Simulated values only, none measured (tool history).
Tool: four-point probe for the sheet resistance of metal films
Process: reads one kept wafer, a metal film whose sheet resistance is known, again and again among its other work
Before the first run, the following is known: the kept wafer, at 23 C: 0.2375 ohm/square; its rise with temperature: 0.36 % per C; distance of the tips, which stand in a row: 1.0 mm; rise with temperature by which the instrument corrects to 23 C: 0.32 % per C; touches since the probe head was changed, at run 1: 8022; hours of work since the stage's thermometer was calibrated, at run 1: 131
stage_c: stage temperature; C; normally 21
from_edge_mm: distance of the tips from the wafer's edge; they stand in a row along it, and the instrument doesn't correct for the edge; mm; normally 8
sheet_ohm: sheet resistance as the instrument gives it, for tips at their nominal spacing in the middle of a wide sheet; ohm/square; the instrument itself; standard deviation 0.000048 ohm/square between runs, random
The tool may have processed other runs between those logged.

run,hour,stage_c,from_edge_mm,touches since the probe head was changed,hours of work since the stage's thermometer was calibrated,sheet_ohm
1,0,21,8,8022,131,0.239312
2,11.8,21,8,8194,135,0.239295
3,36.9,21,8,8563,146,0.239344
4,59.6,21,8,8894,155,0.239329
5,83,21,8,9237,164,0.239323
6,98.8,21,8,9467,170,0.239324
7,112.7,21,8,9671,176,0.239356
8,140.5,22,8,10078,187,0.239321
9,153.8,21,8,10273,192,0.23929
10,181,21,8,10670,203,0.239304
11,199.4,21,8,10940,211,0.239354
12,215.6,21,8,11177,217,0.239304
13,240.5,21,22,11541,227,0.237622
14,264.1,21,22,11886,237,0.237659
15,292.4,21,8,12300,248,0.239293
16,308.8,30,59,12540,255,0.238086
17,324.2,21,39,12765,261,0.237452
18,336,22,32,12938,265,0.237573
19,359.2,22,32,13278,275,0.237552
20,383.6,22,32,13634,285,0.237609
21,409.3,33,7,14011,295,0.240815
22,428.7,21,5,14295,303,0.242361
23,452.9,21,5,14649,312,0.242301
24,476.8,26,35,14999,322,0.237881
25,505,21,40,15411,333,0.237417
26,528.1,21,40,15750,343,0.237293
27,547.8,28,56,16037,350,0.237941
28,565.6,28,56,16297,358,0.237998
29,577.9,28,56,16478,363,0.237811

3 ways to go on from here, each from the tool as it stands after run 29. What would each give?
A,603.2,28,10,16847,373,?
B,603.2,21,58,16847,373,?
C,603.2,26,3,16847,373,?

run,sheet_ohm
A,0.239051
B,0.237311
C,0.251101
The same runs, with their run-to-run variation unchanged, on a tool lacking any hidden condition would have given:
run,sheet_ohm
A,0.239063
B,0.237323
C,0.251113
